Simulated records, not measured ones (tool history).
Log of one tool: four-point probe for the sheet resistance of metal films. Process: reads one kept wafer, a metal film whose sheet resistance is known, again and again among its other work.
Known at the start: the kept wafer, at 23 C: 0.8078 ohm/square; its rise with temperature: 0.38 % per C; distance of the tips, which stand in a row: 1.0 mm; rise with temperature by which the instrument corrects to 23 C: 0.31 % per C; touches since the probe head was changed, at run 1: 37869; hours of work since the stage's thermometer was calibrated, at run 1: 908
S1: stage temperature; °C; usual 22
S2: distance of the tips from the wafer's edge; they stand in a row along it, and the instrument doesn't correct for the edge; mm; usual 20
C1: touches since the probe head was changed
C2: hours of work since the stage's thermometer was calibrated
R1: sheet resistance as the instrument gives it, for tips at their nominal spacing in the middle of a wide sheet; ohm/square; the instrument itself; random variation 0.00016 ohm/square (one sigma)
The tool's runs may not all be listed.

run,hour,S1,S2,C1,C2,R1
1,0.0,22,20,37869,908,0.812330
2,99.0,22,24,40249,986,0.812091
3,187.3,22,24,42372,1057,0.812261
4,293.5,22,24,44926,1141,0.812381
5,409.7,22,34,47722,1234,0.812336
6,492.1,22,18,49702,1299,0.813096
7,539.6,22,18,50845,1337,0.813024
8,652.6,25,20,53562,1427,0.814885
9,751.2,25,20,55935,1506,0.815170
# hour 816.7: stage's thermometer calibrated
10,860.7,25,20,58554,35,0.816617
11,925.5,22,20,60114,87,0.815065
12,1000.1,22,24,61906,146,0.814884

Forecast run 13:
13,1048.4,22,35,63068,184,?

R1: 0.814331 ohm/square
Without the tool's hidden state the same run would have given R1 0.807453 ohm/square.

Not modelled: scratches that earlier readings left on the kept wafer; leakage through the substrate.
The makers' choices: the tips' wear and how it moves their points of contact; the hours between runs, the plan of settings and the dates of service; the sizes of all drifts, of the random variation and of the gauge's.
